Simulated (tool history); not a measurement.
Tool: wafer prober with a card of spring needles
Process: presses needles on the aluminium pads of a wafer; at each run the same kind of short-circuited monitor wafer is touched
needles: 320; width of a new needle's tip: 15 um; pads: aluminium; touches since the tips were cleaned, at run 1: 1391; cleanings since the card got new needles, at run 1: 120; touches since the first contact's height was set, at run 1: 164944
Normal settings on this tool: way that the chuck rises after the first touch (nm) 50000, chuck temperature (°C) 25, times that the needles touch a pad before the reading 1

| run | hour | way that the chuck rises after the first touch (nm) | chuck temperature (°C) | times that the needles touch a pad before the reading | touches since the tips were cleaned | cleanings since the card got new needles | touches since the first contact's height was set | resistance of one needle with its contact and lead (mohm) | way that a needle slides on the pad (nm) |
|---|---|---|---|---|---|---|---|---|---|
| 1 | 0.0 | 50000 | 25 | 1 | 1391 | 120 | 164944 | 106 | 8770 |
|  | 6.2 | tips cleaned on abrasive film |
|  | 14.5 | tips cleaned on abrasive film |
|  | 22.7 | tips cleaned on abrasive film |
|  | 33.0 | tips cleaned on abrasive film |
|  | 41.3 | tips cleaned on abrasive film |
| 2 | 44.5 | 50000 | 25 | 1 | 1925 | 125 | 191838 | 105 | 8750 |
|  | 50.7 | tips cleaned on abrasive film |
|  | 58.9 | tips cleaned on abrasive film |
|  | 67.2 | tips cleaned on abrasive film |
|  | 75.5 | tips cleaned on abrasive film |
|  | 83.7 | tips cleaned on abrasive film |
|  | 92.0 | tips cleaned on abrasive film |
|  | 100.2 | tips cleaned on abrasive film |
|  | 108.5 | tips cleaned on abrasive film |
|  | 116.8 | tips cleaned on abrasive film |
|  | 121.2 | height of the first contact set anew |
|  | 125.3 | tips cleaned on abrasive film |
| 3 | 131.0 | 50000 | 39 | 1 | 3482 | 135 | 5979 | 107 | 9040 |
|  | 135.2 | tips cleaned on abrasive film |
|  | 143.5 | tips cleaned on abrasive film |
|  | 151.7 | tips cleaned on abrasive film |
|  | 160.0 | tips cleaned on abrasive film |
|  | 170.3 | tips cleaned on abrasive film |
|  | 180.3 | tips cleaned on abrasive film |
| 4 | 180.3 | 50000 | 39 | 1 | 0 | 141 | 35789 | 108 | 8740 |
|  | 190.6 | tips cleaned on abrasive film |
|  | 201.0 | tips cleaned on abrasive film |
|  | 211.3 | tips cleaned on abrasive film |
|  | 219.5 | tips cleaned on abrasive film |
|  | 229.8 | tips cleaned on abrasive film |
|  | 238.1 | tips cleaned on abrasive film |
|  | 246.3 | tips cleaned on abrasive film |
|  | 254.6 | tips cleaned on abrasive film |
|  | 262.9 | tips cleaned on abrasive film |
| 5 | 269.8 | 50000 | 39 | 1 | 4244 | 150 | 89972 | 107 | 8760 |
|  | 271.9 | tips cleaned on abrasive film |
|  | 280.2 | tips cleaned on abrasive film |
|  | 290.5 | tips cleaned on abrasive film |
|  | 298.8 | tips cleaned on abrasive film |
|  | 307.0 | tips cleaned on abrasive film |
|  | 315.3 | tips cleaned on abrasive film |
|  | 323.6 | tips cleaned on abrasive film |
|  | 331.8 | tips cleaned on abrasive film |
|  | 342.1 | tips cleaned on abrasive film |
|  | 351.7 | tips cleaned on abrasive film |
| 6 | 351.7 | 50000 | 39 | 1 | 0 | 160 | 139441 | 107 | 8880 |
|  | 359.9 | tips cleaned on abrasive film |
|  | 368.2 | tips cleaned on abrasive film |
|  | 376.4 | tips cleaned on abrasive film |
|  | 384.7 | tips cleaned on abrasive film |
|  | 395.0 | tips cleaned on abrasive film |
|  | 405.3 | tips cleaned on abrasive film |
|  | 413.6 | tips cleaned on abrasive film |
|  | 421.8 | tips cleaned on abrasive film |
|  | 430.1 | tips cleaned on abrasive film |
|  | 438.4 | tips cleaned on abrasive film |
| 7 | 439.0 | 50000 | 39 | 1 | 410 | 170 | 192288 | 109 | 8940 |
|  | 447.3 | tips cleaned on abrasive film |
|  | 455.5 | tips cleaned on abrasive film |
|  | 465.8 | tips cleaned on abrasive film |
|  | 476.2 | tips cleaned on abrasive film |
| 8 | 477.3 | 50000 | 39 | 1 | 713 | 174 | 215474 | 108 | 8930 |
|  | 485.6 | tips cleaned on abrasive film |
|  | 493.8 | tips cleaned on abrasive film |
|  | 504.1 | tips cleaned on abrasive film |
|  | 512.4 | tips cleaned on abrasive film |
|  | 514.7 | height of the first contact set anew |
|  | 523.0 | tips cleaned on abrasive film |
|  | 531.3 | tips cleaned on abrasive film |
|  | 539.5 | tips cleaned on abrasive film |
|  | 547.8 | tips cleaned on abrasive film |
| 9 | 548.0 | 50000 | 39 | 1 | 112 | 182 | 20088 | 109 | 8840 |
|  | 556.2 | tips cleaned on abrasive film |
|  | 564.5 | tips cleaned on abrasive film |
|  | 572.8 | tips cleaned on abrasive film |
|  | 583.1 | tips cleaned on abrasive film |
| 10 | 589.2 | 50000 | 25 | 1 | 3774 | 186 | 45086 | 105 | 9050 |
|  | 591.4 | tips cleaned on abrasive film |
|  | 601.7 | tips cleaned on abrasive film |
|  | 610.0 | tips cleaned on abrasive film |
|  | 618.2 | tips cleaned on abrasive film |
|  | 626.5 | tips cleaned on abrasive film |
|  | 634.8 | tips cleaned on abrasive film |
|  | 643.0 | tips cleaned on abrasive film |
|  | 651.3 | tips cleaned on abrasive film |
|  | 659.5 | tips cleaned on abrasive film |
|  | 667.8 | tips cleaned on abrasive film |
|  | 676.1 | tips cleaned on abrasive film |
| 11 | 676.5 | 50000 | 25 | 1 | 243 | 197 | 97783 | 106 | 8860 |
|  | 684.7 | tips cleaned on abrasive film |
|  | 693.0 | tips cleaned on abrasive film |
|  | 703.3 | tips cleaned on abrasive film |
|  | 711.5 | tips cleaned on abrasive film |
|  | 719.8 | tips cleaned on abrasive film |
|  | 728.1 | tips cleaned on abrasive film |
|  | 737.0 | tips cleaned on abrasive film |
| 12 | 737.0 | 50000 | 25 | 1 | 0 | 204 | 134395 | 107 | 8890 |
|  | 745.3 | tips cleaned on abrasive film |
|  | 753.5 | tips cleaned on abrasive film |
|  | 761.8 | tips cleaned on abrasive film |
|  | 770.0 | tips cleaned on abrasive film |
|  | 780.3 | tips cleaned on abrasive film |
|  | 790.6 | tips cleaned on abrasive film |
|  | 800.9 | tips cleaned on abrasive film |
|  | 811.3 | tips cleaned on abrasive film |
| 13 | 812.9 | 67000 | 119 | 1 | 982 | 212 | 180323 | 117 | 12280 |
|  | 821.1 | tips cleaned on abrasive film |
|  | 829.4 | tips cleaned on abrasive film |
|  | 837.6 | tips cleaned on abrasive film |
|  | 845.9 | tips cleaned on abrasive film |
|  | 854.2 | tips cleaned on abrasive film |
|  | 862.4 | tips cleaned on abrasive film |
|  | 872.7 | tips cleaned on abrasive film |
| 14 | 878.5 | 59000 | 109 | 2 | 3527 | 219 | 220056 | 114 | 10190 |
|  | 882.7 | tips cleaned on abrasive film |
|  | 890.9 | tips cleaned on abrasive film |
|  | 899.2 | tips cleaned on abrasive film |
|  | 907.5 | tips cleaned on abrasive film |
|  | 907.8 | height of the first contact set anew |
|  | 916.0 | tips cleaned on abrasive film |
|  | 924.3 | tips cleaned on abrasive film |
|  | 934.6 | tips cleaned on abrasive film |
| 15 | 935.8 | 59000 | 109 | 2 | 758 | 226 | 16989 | 117 | 10820 |
|  | 944.1 | tips cleaned on abrasive film |
|  | 952.4 | tips cleaned on abrasive film |
|  | 960.6 | tips cleaned on abrasive film |
|  | 968.9 | tips cleaned on abrasive film |
|  | 977.1 | tips cleaned on abrasive film |
|  | 985.4 | tips cleaned on abrasive film |
|  | 993.7 | tips cleaned on abrasive film |
| 16 | 1000.3 | 47000 | 73 | 1 | 4067 | 233 | 56015 | 111 | 8410 |
|  | 1002.5 | tips cleaned on abrasive film |
|  | 1010.7 | tips cleaned on abrasive film |
|  | 1019.0 | tips cleaned on abrasive film |
|  | 1027.2 | tips cleaned on abrasive film |
|  | 1035.5 | tips cleaned on abrasive film |
|  | 1043.8 | tips cleaned on abrasive film |
|  | 1052.0 | tips cleaned on abrasive film |
|  | 1060.3 | tips cleaned on abrasive film |
| 17 | 1065.5 | 50000 | 51 | 1 | 3197 | 241 | 95420 | 111 | 9070 |
|  | 1069.7 | tips cleaned on abrasive film |
|  | 1078.0 | tips cleaned on abrasive film |
|  | 1086.2 | tips cleaned on abrasive film |
|  | 1096.5 | tips cleaned on abrasive film |
|  | 1104.8 | tips cleaned on abrasive film |
|  | 1113.0 | tips cleaned on abrasive film |
|  | 1123.3 | tips cleaned on abrasive film |
| 18 | 1125.8 | 41000 | 33 | 1 | 1516 | 248 | 131895 | 112 | 7180 |
|  | 1132.1 | tips cleaned on abrasive film |
|  | 1140.3 | tips cleaned on abrasive film |
|  | 1148.6 | tips cleaned on abrasive film |
|  | 1158.9 | tips cleaned on abrasive film |
|  | 1167.1 | tips cleaned on abrasive film |
|  | 1175.4 | tips cleaned on abrasive film |
| 19 | 1183.4 | 51000 | 25 | 1 | 4895 | 254 | 166758 | 104 | 9180 |

Forecast each of these 4 alternatives for the next run:
|  | 1185.5 | tips cleaned on abrasive film |
|  | 1193.8 | tips cleaned on abrasive film |
|  | 1204.1 | tips cleaned on abrasive film |
|  | 1212.4 | tips cleaned on abrasive film |
|  | 1222.7 | tips cleaned on abrasive film |
|  | 1231.2 | tips cleaned on abrasive film |
|  | 1243.2 | card fitted with new needles |
| A | 1243.2 | 40000 | 88 | 1 | 0 | 0 | 0 | ? | ? |
|  | 1185.5 | tips cleaned on abrasive film |
|  | 1193.8 | tips cleaned on abrasive film |
|  | 1204.1 | tips cleaned on abrasive film |
|  | 1212.4 | tips cleaned on abrasive film |
|  | 1222.7 | tips cleaned on abrasive film |
|  | 1231.2 | tips cleaned on abrasive film |
|  | 1243.2 | card fitted with new needles |
| B | 1243.2 | 50000 | 36 | 3 | 0 | 0 | 0 | ? | ? |
|  | 1185.5 | tips cleaned on abrasive film |
|  | 1193.8 | tips cleaned on abrasive film |
|  | 1204.1 | tips cleaned on abrasive film |
|  | 1212.4 | tips cleaned on abrasive film |
|  | 1222.7 | tips cleaned on abrasive film |
|  | 1231.2 | tips cleaned on abrasive film |
|  | 1243.2 | card fitted with new needles |
| C | 1243.2 | 45000 | 67 | 2 | 0 | 0 | 0 | ? | ? |
|  | 1185.5 | tips cleaned on abrasive film |
|  | 1193.8 | tips cleaned on abrasive film |
|  | 1204.1 | tips cleaned on abrasive film |
|  | 1212.4 | tips cleaned on abrasive film |
|  | 1222.7 | tips cleaned on abrasive film |
|  | 1231.2 | tips cleaned on abrasive film |
|  | 1243.2 | card fitted with new needles |
| D | 1243.2 | 43000 | 25 | 1 | 0 | 0 | 0 | ? | ? |

| run | resistance of one needle with its contact and lead (mohm) | way that a needle slides on the pad (nm) |
|---|---|---|
| A | 118 | 7250 |
| B | 109 | 8630 |
| C | 115 | 8050 |
| D | 106 | 7660 |
The same runs, with their run-to-run variation unchanged, on a tool lacking any hidden condition would have given:
| run | resistance of one needle with its contact and lead (mohm) | way that a needle slides on the pad (nm) |
|---|---|---|
| A | 118 | 7250 |
| B | 109 | 8630 |
| C | 115 | 8050 |
| D | 106 | 7660 |
